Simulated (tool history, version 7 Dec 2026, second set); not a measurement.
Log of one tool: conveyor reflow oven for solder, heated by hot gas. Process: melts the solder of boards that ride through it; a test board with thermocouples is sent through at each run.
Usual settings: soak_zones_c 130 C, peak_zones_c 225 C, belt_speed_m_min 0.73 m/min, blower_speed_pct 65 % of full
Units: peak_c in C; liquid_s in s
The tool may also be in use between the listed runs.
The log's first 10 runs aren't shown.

run,day,soak_zones_c,peak_zones_c,belt_speed_m_min,blower_speed_pct,hours of work since the flux was cleaned out,hours of work since the belt drive was overhauled,hours of work since the thermocouples were changed,peak_c,liquid_s
11,6.146,130,231,0.73,65,82,222,533,207,32.8
12,6.712,130,225,0.607,65,89,229,540,208.5,42.6
13,7.238,130,225,0.607,65,95,236,546,208.2,42.5
14,7.842,130,225,0.607,65,102,243,554,208.2,42.7
15,8.217,130,225,0.607,65,107,248,558,208.7,42.6
16,8.8,124,224,0.826,53,114,255,566,190.8,10.9
17,9.408,124,224,0.826,53,121,262,573,190.7,11.4
18,10.108,124,234,0.59,53,130,271,582,212.7,45
19,10.562,124,217,0.59,61,136,276,587,200.2,34
20,10.912,127,229,0.73,65,140,280,591,204.5,30.6
21,11.454,130,218,0.73,65,146,287,598,196.7,22.6
22,12.075,130,218,0.73,65,154,295,606,196.9,22.8
23,12.508,130,221,0.827,65,159,300,611,194.9,17.3
24,13.358,130,221,0.827,65,170,310,621,194.6,17.4
25,13.762,132,221,0.827,68,175,315,626,196,18.7
26,14.525,132,221,0.827,68,184,325,636,195.6,18.9
27,15.379,132,221,0.827,68,194,335,646,195.7,19
28,15.825,132,221,0.827,68,200,341,651,195.6,18.8
29,16.5,132,221,0.827,68,208,349,660,196,18.8
30,16.958,144,225,0.73,65,214,354,665,205,35.8

Forecast each of these 3 alternatives for the next run:
A,17.404,140,225,0.755,65,219,360,671,?,?
B,17.404,130,223,0.73,65,219,360,671,?,?
C,17.404,117,225,0.615,65,219,360,671,?,?

run,peak_c,liquid_s
A,203.8,30.9
B,201,27.6
C,205.8,36
Without the tool's hidden state the same runs would have given:
run,peak_c,liquid_s
A,203.9,31
B,201.1,27.7
C,205.9,36.1

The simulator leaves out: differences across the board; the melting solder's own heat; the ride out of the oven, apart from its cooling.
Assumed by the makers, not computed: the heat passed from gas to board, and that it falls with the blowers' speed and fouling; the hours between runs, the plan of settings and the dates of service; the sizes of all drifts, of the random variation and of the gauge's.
